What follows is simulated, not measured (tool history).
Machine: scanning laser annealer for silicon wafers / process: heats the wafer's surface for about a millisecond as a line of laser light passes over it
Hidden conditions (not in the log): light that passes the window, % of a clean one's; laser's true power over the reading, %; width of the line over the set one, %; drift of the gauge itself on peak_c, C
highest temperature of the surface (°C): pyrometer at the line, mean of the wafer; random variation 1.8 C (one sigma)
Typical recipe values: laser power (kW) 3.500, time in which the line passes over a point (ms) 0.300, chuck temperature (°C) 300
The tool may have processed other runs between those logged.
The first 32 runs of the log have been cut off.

run    hour  laser power (kW)  time in which the line passes over a point (ms)  chuck temperature (°C)  hours of work since the window was cleaned  hours of work since the power meter was calibrated  hours of work since the optics were aligned  highest temperature of the surface (°C)
 33  1569.3             3.816                                            0.268                     268                                         609                                                2842                                           61                                     1014
 34  1607.4             3.816                                            0.268                     268                                         637                                                2870                                           89                                     1015
 35  1636.8             3.500                                            0.376                     277                                         659                                                2892                                          110                                     1059
 36  1684.5             3.500                                            0.241                     283                                         694                                                2927                                          146                                      927
 37  1730.3             3.500                                            0.241                     283                                         728                                                2961                                          179                                      925
 38  1764.1             3.500                                            0.331                     311                                         753                                                2986                                          204                                     1050
     1821.1  -- window over the wafer cleaned
 39  1822.1             3.500                                            0.239                     313                                           1                                                3027                                          245                                      993
 40  1871.9             3.009                                            0.274                     285                                          37                                                3064                                          282                                      894
 41  1920.2             3.500                                            0.276                     330                                          73                                                3099                                          318                                     1048

Consider 4 possible next runs. They are alternatives, not a sequence: every one starts from the tool as it was left by run 41. What does each give?
  A  1979.6             3.500                                            0.239                     290                                         117                                                3143                                          362                                        ?
  B  1979.6             3.532                                            0.315                     290                                         117                                                3143                                          362                                        ?
  C  1979.6             3.282                                            0.347                     321                                         117                                                3143                                          362                                        ?
  D  1979.6             3.500                                            0.220                     300                                         117                                                3143                                          362                                        ?

run  highest temperature of the surface (°C)
  A                                      962
  B                                     1055
  C                                     1060
  D                                      946
With the hidden condition removed and each run's random variation left untouched, the same runs would have given:
run  highest temperature of the surface (°C)
  A                                      964
  B                                     1059
  C                                     1063
  D                                      949

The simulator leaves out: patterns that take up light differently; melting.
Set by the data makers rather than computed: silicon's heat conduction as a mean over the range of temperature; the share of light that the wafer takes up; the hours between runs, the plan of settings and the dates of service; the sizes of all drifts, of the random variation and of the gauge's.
